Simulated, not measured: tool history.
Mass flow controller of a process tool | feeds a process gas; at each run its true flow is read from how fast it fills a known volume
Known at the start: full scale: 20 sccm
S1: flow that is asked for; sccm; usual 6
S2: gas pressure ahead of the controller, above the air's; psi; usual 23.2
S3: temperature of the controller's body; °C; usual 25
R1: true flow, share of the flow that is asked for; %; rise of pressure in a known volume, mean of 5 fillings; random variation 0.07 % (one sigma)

run    hour  S1    S2  S3      R1
  1       0   6  23.2  25   98.71
  2    88.6   6  23.2  25   98.63
  3   175.1   6  23.2  25    98.6
  4   269.4   6  23.2  36   99.64
  5   334.1   6  23.2  36   99.71
  6   456.1   6  23.2  36   99.65
  7     577   6  23.2  36   99.65
  8   691.3   6  23.2  25   98.74
  9   815.6   6  23.2  25   98.67
      822.6  -- controller's zero set anew
 10     944   4  36.8  28   98.17
 11  1072.7  17  30.7  35  101.12
 12  1141.9   6  40.3  25   98.25
 13  1233.9   2  29.3  25   96.76
 14  1304.4   2  29.3  25    96.7
 15  1380.1   3  29.3  35   98.35
 16  1510.2   3  29.3  35   98.34
 17  1588.1  10    21  25   99.39
     1625.8  -- controller's zero set anew, once more
 18  1688.6   6  20.7  25   99.31

Forecast each of these 5 alternatives for the next run:
  A  1810.4   6  20.7  39   ?
  B  1810.4   6  23.2  21   ?
  C  1810.4   6  20.7  25   ?
  D  1810.4   6  26.7  25   ?
  E  1810.4   4  37.1  25   ?

run      R1
  A  100.47
  B   98.87
  C   99.33
  D    99.3
  E   98.84
Without the tool's hidden state the same runs would have given:
run     R1
  A  99.69
  B  98.08
  C  98.54
  D  98.51
  E  98.07
